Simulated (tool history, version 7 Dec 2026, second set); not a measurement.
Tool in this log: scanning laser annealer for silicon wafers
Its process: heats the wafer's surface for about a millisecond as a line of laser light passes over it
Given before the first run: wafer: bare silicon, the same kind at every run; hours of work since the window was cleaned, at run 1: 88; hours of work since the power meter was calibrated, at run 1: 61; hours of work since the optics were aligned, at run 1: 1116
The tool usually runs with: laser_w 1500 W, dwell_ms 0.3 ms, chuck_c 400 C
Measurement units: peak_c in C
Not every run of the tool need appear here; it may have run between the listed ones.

run	hour	laser_w	dwell_ms	chuck_c	hours of work since the window was cleaned	hours of work since the power meter was calibrated	hours of work since the optics were aligned	peak_c
1	0	1500	0.3	400	88	61	1116	1114
2	12.3	1500	0.3	400	94	68	1123	1112
3	21.5	1500	0.3	400	100	73	1128	1110
4	33.6	1500	0.3	400	106	80	1134	1112
5	40.3	1500	0.367	400	110	84	1138	1192
6	46.8	1500	0.367	400	113	87	1141	1196
7	56.1	1500	0.3	361	119	92	1147	1073
8	61.8	1500	0.3	361	122	95	1150	1071
9	70.8	1407	0.3	361	127	100	1155	1023
10	82.1	1500	0.3	421	133	106	1161	1133
11	88.1	1500	0.3	421	136	110	1164	1129
12	94.6	1500	0.3	388	140	113	1168	1096
13	104	1500	0.3	388	145	118	1173	1099
14	110	1500	0.337	400	148	122	1176	1158
15	118.9	1437	0.3	400	153	127	1181	1075
16	129.7	1500	0.3	400	159	133	1187	1109
17	140.5	1500	0.3	385	165	138	1193	1093
18	152	1500	0.3	385	171	145	1199	1094
# hour 158: optics aligned, line set to its width
19	164.8	1500	0.3	400	175	149	4	1099
20	174.4	1500	0.3	440	181	154	9	1138
21	181.7	1595	0.3	440	185	158	13	1189
22	191	1369	0.308	371	190	163	18	1005
23	200.7	1369	0.308	371	195	169	23	1011
24	208.9	1369	0.308	371	200	173	28	1009
25	220	1427	0.3	392	206	179	34	1047
26	225.7	1427	0.3	392	209	182	37	1047
# hour 236.5: optics aligned, line set to its width, once more
27	237.7	1427	0.3	392	213	186	1	1076
28	244.8	1501	0.325	392	217	190	5	1148
29	251.4	1500	0.356	395	220	194	8	1189
30	261.1	1500	0.291	391	225	199	13	1103
31	273.7	1500	0.281	397	232	206	20	1096
32	280.2	1441	0.281	397	236	210	24	1064
33	290.1	1478	0.314	434	241	215	29	1163
34	299	1506	0.221	422	246	220	34	1035
35	307.1	1506	0.221	422	251	224	39	1036
36	313.1	1506	0.221	422	254	228	42	1034
37	324.5	1500	0.239	430	260	234	48	1066
38	335.6	1500	0.239	430	266	240	54	1067
39	347.5	1463	0.216	403	273	247	61	987
40	357.4	1463	0.216	423	278	252	66	1010
41	365.7	1463	0.339	424	283	257	71	1169

Some steps in peak_c between neighbouring runs. How much of each would the tool show without its hidden state too (settings, what came in, random variation), and how much is left for the hidden state, with any gauge scatter that isn't in both results?
Hidden state present: light that passes the window, % of a clean one's; laser's true power over the reading, %; width of the line over the set one, %; drift of the gauge itself on peak_c, C.
Run 18 -> 19: chuck_c 385 -> 400, optics aligned, line set to its width. peak_c +5 C: hidden state -10, all else +15.
Run 21 -> 22: laser_w 1595 -> 1369, dwell_ms 0.3 -> 0.308, chuck_c 440 -> 371. peak_c -184 C: hidden state +5, all else -189.
Run 26 -> 27: optics aligned, line set to its width, once more. peak_c +29 C: hidden state +25, all else +4.
Run 33 -> 34: laser_w 1478 -> 1506, dwell_ms 0.314 -> 0.221, chuck_c 434 -> 422. peak_c -128 C: hidden state +1, all else -129.
Run 40 -> 41: dwell_ms 0.216 -> 0.339, chuck_c 423 -> 424. peak_c +159 C: hidden state -3, all else +162.

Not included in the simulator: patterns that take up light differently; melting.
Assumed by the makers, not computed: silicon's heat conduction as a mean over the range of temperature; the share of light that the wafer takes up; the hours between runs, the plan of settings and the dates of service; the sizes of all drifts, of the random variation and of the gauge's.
